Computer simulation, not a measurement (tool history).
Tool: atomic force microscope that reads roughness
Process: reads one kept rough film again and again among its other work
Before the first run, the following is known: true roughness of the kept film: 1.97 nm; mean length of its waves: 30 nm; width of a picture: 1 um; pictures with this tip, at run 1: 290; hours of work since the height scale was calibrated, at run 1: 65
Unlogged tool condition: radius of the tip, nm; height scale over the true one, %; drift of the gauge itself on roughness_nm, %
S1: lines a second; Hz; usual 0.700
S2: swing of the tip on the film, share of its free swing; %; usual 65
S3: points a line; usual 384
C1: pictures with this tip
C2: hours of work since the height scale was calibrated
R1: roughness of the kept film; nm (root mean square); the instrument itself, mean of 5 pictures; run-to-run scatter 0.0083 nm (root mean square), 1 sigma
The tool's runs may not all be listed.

{"run": 1, "day": 0.0, "S1": 0.7, "S2": 65, "S3": 384, "C1": 290, "C2": 65, "R1": 1.625}
{"day": 1.921, "done": "new tip fitted"}
{"run": 2, "day": 2.533, "S1": 0.7, "S2": 65, "S3": 760, "C1": 29, "C2": 112, "R1": 1.809}
{"run": 3, "day": 4.15, "S1": 0.7, "S2": 65, "S3": 760, "C1": 106, "C2": 142, "R1": 1.745}
{"run": 4, "day": 6.867, "S1": 0.7, "S2": 61, "S3": 760, "C1": 235, "C2": 192, "R1": 1.652}
{"day": 9.929, "done": "new tip fitted"}
{"run": 5, "day": 9.929, "S1": 0.7, "S2": 61, "S3": 297, "C1": 0, "C2": 249, "R1": 1.821}
{"run": 6, "day": 12.471, "S1": 0.7, "S2": 61, "S3": 297, "C1": 120, "C2": 296, "R1": 1.722}
{"run": 7, "day": 14.221, "S1": 0.7, "S2": 84, "S3": 384, "C1": 203, "C2": 329, "R1": 1.619}
{"run": 8, "day": 17.204, "S1": 0.7, "S2": 65, "S3": 746, "C1": 344, "C2": 384, "R1": 1.586}
{"day": 17.971, "done": "new tip fitted"}
{"run": 9, "day": 19.825, "S1": 0.7, "S2": 65, "S3": 746, "C1": 88, "C2": 432, "R1": 1.762}
{"run": 10, "day": 22.629, "S1": 0.7, "S2": 65, "S3": 746, "C1": 220, "C2": 484, "R1": 1.661}
{"run": 11, "day": 25.475, "S1": 0.7, "S2": 65, "S3": 321, "C1": 355, "C2": 537, "R1": 1.56}
{"day": 26.083, "done": "new tip fitted"}
{"run": 12, "day": 27.129, "S1": 0.7, "S2": 65, "S3": 384, "C1": 50, "C2": 568, "R1": 1.794}
{"run": 13, "day": 28.517, "S1": 0.7, "S2": 65, "S3": 384, "C1": 115, "C2": 593, "R1": 1.737}
{"run": 14, "day": 31.425, "S1": 0.7, "S2": 65, "S3": 492, "C1": 253, "C2": 647, "R1": 1.629}
{"run": 15, "day": 33.808, "S1": 0.7, "S2": 65, "S3": 492, "C1": 366, "C2": 692, "R1": 1.556}
{"day": 34.325, "done": "new tip fitted"}
{"run": 16, "day": 37.25, "S1": 0.578, "S2": 65, "S3": 384, "C1": 138, "C2": 755, "R1": 1.705}
{"run": 17, "day": 38.733, "S1": 2.399, "S2": 82, "S3": 874, "C1": 208, "C2": 783, "R1": 1.518}
{"run": 18, "day": 41.538, "S1": 2.399, "S2": 82, "S3": 874, "C1": 341, "C2": 835, "R1": 1.45}
{"day": 42.379, "done": "new tip fitted"}
{"run": 19, "day": 43.133, "S1": 1.147, "S2": 65, "S3": 607, "C1": 36, "C2": 864, "R1": 1.787}
{"run": 20, "day": 46.058, "S1": 0.568, "S2": 65, "S3": 275, "C1": 174, "C2": 918, "R1": 1.704}
{"run": 21, "day": 49.208, "S1": 1.53, "S2": 65, "S3": 384, "C1": 324, "C2": 977, "R1": 1.57}
{"day": 50.458, "done": "new tip fitted"}
{"run": 22, "day": 52.488, "S1": 0.7, "S2": 80, "S3": 456, "C1": 96, "C2": 1037, "R1": 1.743}
{"run": 23, "day": 55.338, "S1": 1.487, "S2": 79, "S3": 852, "C1": 231, "C2": 1090, "R1": 1.592}
{"run": 24, "day": 56.983, "S1": 0.53, "S2": 75, "S3": 548, "C1": 309, "C2": 1121, "R1": 1.601}
{"day": 58.454, "done": "new tip fitted"}
{"run": 25, "day": 60.346, "S1": 0.653, "S2": 79, "S3": 851, "C1": 89, "C2": 1183, "R1": 1.748}
{"run": 26, "day": 62.15, "S1": 3.864, "S2": 60, "S3": 1006, "C1": 175, "C2": 1216, "R1": 1.657}
{"run": 27, "day": 64.071, "S1": 2.299, "S2": 83, "S3": 623, "C1": 266, "C2": 1252, "R1": 1.5}
{"run": 28, "day": 66.371, "S1": 0.7, "S2": 80, "S3": 384, "C1": 375, "C2": 1295, "R1": 1.526}
{"day": 66.558, "done": "new tip fitted"}
{"run": 29, "day": 68.483, "S1": 0.7, "S2": 80, "S3": 384, "C1": 91, "C2": 1334, "R1": 1.72}
{"run": 30, "day": 70.154, "S1": 1.709, "S2": 65, "S3": 530, "C1": 170, "C2": 1365, "R1": 1.674}
{"run": 31, "day": 71.9, "S1": 1.709, "S2": 65, "S3": 530, "C1": 252, "C2": 1397, "R1": 1.615}

How the hidden state differs across the entries between the runs, from the last listed run before each to the first after it:
Runs 1 to 2: new tip fitted (day 1.921)
  radius of the tip, nm: 22 -> 8.9; height scale over the true one, %: 0.08 -> 0.1
  measured less the result without the state, R1: -0.197 -> -0.025 nm (root mean square)
Runs 4 to 5: new tip fitted (day 9.929)
  radius of the tip, nm: 20.9 -> 7.4; height scale over the true one, %: 0.14 -> 0.16
  measured less the result without the state, R1: -0.184 -> -0.003 nm (root mean square)
Runs 8 to 9: new tip fitted (day 17.971)
  radius of the tip, nm: 26.9 -> 12.5; height scale over the true one, %: 0.22 -> 0.25
  measured less the result without the state, R1: -0.252 -> -0.075 nm (root mean square)
Runs 11 to 12: new tip fitted (day 26.083)
  radius of the tip, nm: 28 -> 9.7; height scale over the true one, %: 0.29 -> 0.31
  measured less the result without the state, R1: -0.262 -> -0.034 nm (root mean square)
Runs 15 to 16: new tip fitted (day 34.325)
  radius of the tip, nm: 28.1 -> 15.9; height scale over the true one, %: 0.36 -> 0.39
  measured less the result without the state, R1: -0.262 -> -0.117 nm (root mean square)
Runs 18 to 19: new tip fitted (day 42.379)
  radius of the tip, nm: 28.1 -> 9.6; height scale over the true one, %: 0.42 -> 0.44
  measured less the result without the state, R1: -0.242 -> -0.030 nm (root mean square)
Runs 21 to 22: new tip fitted (day 50.458)
  radius of the tip, nm: 25.7 -> 12.3; height scale over the true one, %: 0.49 -> 0.52
  measured less the result without the state, R1: -0.229 -> -0.066 nm (root mean square)
Runs 24 to 25: new tip fitted (day 58.454)
  radius of the tip, nm: 24.4 -> 11.8; height scale over the true one, %: 0.56 -> 0.58
  measured less the result without the state, R1: -0.215 -> -0.058 nm (root mean square)
Runs 28 to 29: new tip fitted (day 66.558)
  radius of the tip, nm: 28.5 -> 12.9; height scale over the true one, %: 0.63 -> 0.65
  measured less the result without the state, R1: -0.256 -> -0.072 nm (root mean square)

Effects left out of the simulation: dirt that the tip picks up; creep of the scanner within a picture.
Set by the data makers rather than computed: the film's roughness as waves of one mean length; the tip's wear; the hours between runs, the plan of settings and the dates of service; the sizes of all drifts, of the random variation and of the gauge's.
